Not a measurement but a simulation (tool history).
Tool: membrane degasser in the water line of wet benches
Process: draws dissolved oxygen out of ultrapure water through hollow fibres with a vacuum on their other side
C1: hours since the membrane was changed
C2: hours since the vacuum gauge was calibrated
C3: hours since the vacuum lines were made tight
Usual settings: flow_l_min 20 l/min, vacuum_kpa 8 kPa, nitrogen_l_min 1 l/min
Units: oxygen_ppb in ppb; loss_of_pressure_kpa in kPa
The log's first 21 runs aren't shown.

run 22 hour=3775.8 | flow_l_min=20 vacuum_kpa=19.36 nitrogen_l_min=1.42 | C1=11305 C2=6309 C3=10891 | oxygen_ppb=500.6 loss_of_pressure_kpa=30.86
run 23 hour=4014.3 | flow_l_min=25 vacuum_kpa=6.42 nitrogen_l_min=0.72 | C1=11543 C2=6548 C3=11130 | oxygen_ppb=228.5 loss_of_pressure_kpa=38.69
run 24 hour=4125.3 | flow_l_min=25 vacuum_kpa=6.42 nitrogen_l_min=0.72 | C1=11654 C2=6659 C3=11241 | oxygen_ppb=228.8 loss_of_pressure_kpa=38.68
run 25 hour=4284.4 | flow_l_min=29 vacuum_kpa=8 nitrogen_l_min=0.55 | C1=11813 C2=6818 C3=11400 | oxygen_ppb=462.3 loss_of_pressure_kpa=44.85
run 26 hour=4465.3 | flow_l_min=20 vacuum_kpa=19.64 nitrogen_l_min=1.11 | C1=11994 C2=6999 C3=11581 | oxygen_ppb=624.7 loss_of_pressure_kpa=30.5
run 27 hour=4698.4 | flow_l_min=20 vacuum_kpa=19.64 nitrogen_l_min=1.11 | C1=12227 C2=7232 C3=11814 | oxygen_ppb=618.7 loss_of_pressure_kpa=30.65
-- hour=4770.9 gauge calibrated
-- hour=4866.1 vacuum gauge calibrated
run 28 hour=4945.1 | flow_l_min=30 vacuum_kpa=8 nitrogen_l_min=1 | C1=12474 C2=79 C3=12060 | oxygen_ppb=305.4 loss_of_pressure_kpa=46.92
run 29 hour=5055.5 | flow_l_min=27 vacuum_kpa=14.94 nitrogen_l_min=0.57 | C1=12584 C2=189 C3=12170 | oxygen_ppb=979.8 loss_of_pressure_kpa=42.52
run 30 hour=5262.2 | flow_l_min=20 vacuum_kpa=5.12 nitrogen_l_min=0.49 | C1=12791 C2=396 C3=12377 | oxygen_ppb=157 loss_of_pressure_kpa=31.25
-- hour=5298.9 seals of the vacuum lines changed
run 31 hour=5515 | flow_l_min=22 vacuum_kpa=12.7 nitrogen_l_min=0.55 | C1=13042 C2=647 C3=216 | oxygen_ppb=715.2 loss_of_pressure_kpa=34.43
run 32 hour=5658.3 | flow_l_min=20 vacuum_kpa=8 nitrogen_l_min=1.68 | C1=13185 C2=790 C3=359 | oxygen_ppb=133.2 loss_of_pressure_kpa=31.57

Forecast each of these 3 alternatives for the next run:
run A hour=5780.6 | flow_l_min=26 vacuum_kpa=8 nitrogen_l_min=1 | C1=13307 C2=913 C3=482 | oxygen_ppb=? loss_of_pressure_kpa=?
run B hour=5780.6 | flow_l_min=15 vacuum_kpa=5.35 nitrogen_l_min=0.64 | C1=13307 C2=913 C3=482 | oxygen_ppb=? loss_of_pressure_kpa=?
run C hour=5780.6 | flow_l_min=20 vacuum_kpa=8 nitrogen_l_min=0.5 | C1=13307 C2=913 C3=482 | oxygen_ppb=? loss_of_pressure_kpa=?

run=A oxygen_ppb=266.4 loss_of_pressure_kpa=40.68
run=B oxygen_ppb=110.5 loss_of_pressure_kpa=23.42
run=C oxygen_ppb=370.5 loss_of_pressure_kpa=31.09
Without the tool's hidden state the same runs would have given:
run=A oxygen_ppb=266.2 loss_of_pressure_kpa=40.85
run=B oxygen_ppb=110.4 loss_of_pressure_kpa=23.52
run=C oxygen_ppb=370.3 loss_of_pressure_kpa=31.22
